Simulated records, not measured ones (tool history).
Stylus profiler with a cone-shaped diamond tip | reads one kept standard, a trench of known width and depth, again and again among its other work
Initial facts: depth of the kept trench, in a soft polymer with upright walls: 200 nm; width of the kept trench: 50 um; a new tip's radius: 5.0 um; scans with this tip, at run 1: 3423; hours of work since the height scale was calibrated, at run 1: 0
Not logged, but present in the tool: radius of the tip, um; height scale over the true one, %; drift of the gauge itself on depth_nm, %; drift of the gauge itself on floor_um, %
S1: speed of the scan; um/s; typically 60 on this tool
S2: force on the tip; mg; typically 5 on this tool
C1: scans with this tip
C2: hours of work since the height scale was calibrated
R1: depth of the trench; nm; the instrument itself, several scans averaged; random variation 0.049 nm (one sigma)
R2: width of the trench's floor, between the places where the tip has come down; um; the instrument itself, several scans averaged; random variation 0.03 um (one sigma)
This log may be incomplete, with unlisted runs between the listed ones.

run	day	S1	S2	C1	C2	R1	R2
1	0	60	5	3423	0	203.53	46.9
2	2.112	60	5	3510	21	203.54	46.87
3	4.392	60	5	3604	45	203.6	46.89
4	6	84	5	3671	61	203.61	46.86
5	8.317	60	5	3766	84	203.63	46.81
6	10.346	60	5	3850	105	203.64	46.9
7	12.1	60	5	3922	123	203.56	46.85
8	13.325	69	5	3973	135	203.56	46.85
9	14.996	60	5	4042	152	203.68	46.85
10	16.688	148	5	4112	169	203.67	46.59
11	18.496	148	5	4186	188	203.65	46.69
12	19.812	60	10.43	4240	201	205.96	46.85
13	21.583	60	5	4313	219	203.66	46.84
14	23.417	60	5	4389	238	203.74	46.78
15	25.654	60	5	4481	260	203.77	46.83
16	27.946	216	5	4576	284	203.78	46.57
17	29.412	65	5	4636	299	203.71	46.76
18	31.729	65	5	4732	322	203.77	46.79
19	33.65	65	5	4811	342	203.74	46.75
20	35.083	60	5	4870	356	203.85	46.76
21	37.35	60	5	4964	379	203.93	46.78
22	38.546	60	5	5013	391	203.81	46.74
23	39.5	60	5	5052	401	203.89	46.78
24	41.483	60	5	5134	421	203.8	46.81
25	42.804	222	2.75	5189	435	202.78	46.37
26	44.312	25	3.44	5251	450	202.99	46.78
27	46.025	29	1.92	5321	467	202.21	46.79
28	47.367	20	9.12	5377	481	205.66	46.85
29	49.25	96	2.69	5454	500	202.69	46.58
30	50.646	41	5	5512	514	203.86	46.8
31	51.65	132	5.13	5553	524	204.05	46.68
32	52.9	82	9.34	5605	537	205.72	46.74
33	54.425	16	6.23	5668	553	204.48	46.87
34	55.371	16	6.23	5707	562	204.62	46.82
35	56.325	95	3.06	5746	572	202.97	46.63
36	58.021	95	3.06	5816	589	203.15	46.62
37	59.208	15	3.25	5865	601	203.12	46.77
38	60.575	22	3.25	5921	615	203.18	46.78
39	61.542	22	3.25	5961	625	203.1	46.77
40	62.767	21	8.08	6012	637	205.3	46.8
41	64.529	64	1.92	6084	655	202.35	46.64
42	65.938	20	4.26	6143	669	203.76	46.81
43	67.517	20	4.26	6208	685	203.73	46.76
44	68.808	51	13.87	6261	699	207.53	46.74
45	70.408	51	5.9	6327	715	204.52	46.76
46	72.108	21	2.32	6397	732	202.75	46.75

Run by run, hidden condition taken away, random variation retained:
run	R1	R2
1	203.53	47.13
2	203.52	47.1
3	203.56	47.12
4	203.55	47.09
5	203.56	47.05
6	203.55	47.15
7	203.45	47.1
8	203.44	47.1
9	203.55	47.1
10	203.52	46.85
11	203.49	46.95
12	205.78	47.12
13	203.47	47.11
14	203.53	47.05
15	203.54	47.11
16	203.53	46.85
17	203.46	47.06
18	203.49	47.09
19	203.44	47.06
20	203.54	47.07
21	203.61	47.09
22	203.47	47.06
23	203.55	47.09
24	203.44	47.13
25	202.41	46.69
26	202.61	47.11
27	201.82	47.12
28	205.25	47.18
29	202.27	46.92
30	203.42	47.15
31	203.6	47.02
32	205.26	47.09
33	204.01	47.22
34	204.14	47.17
35	202.49	46.99
36	202.64	46.98
37	202.6	47.13
38	202.66	47.14
39	202.56	47.14
40	204.75	47.17
41	201.79	47.01
42	203.18	47.19
43	203.14	47.14
44	206.91	47.12
45	203.91	47.14
46	202.13	47.14
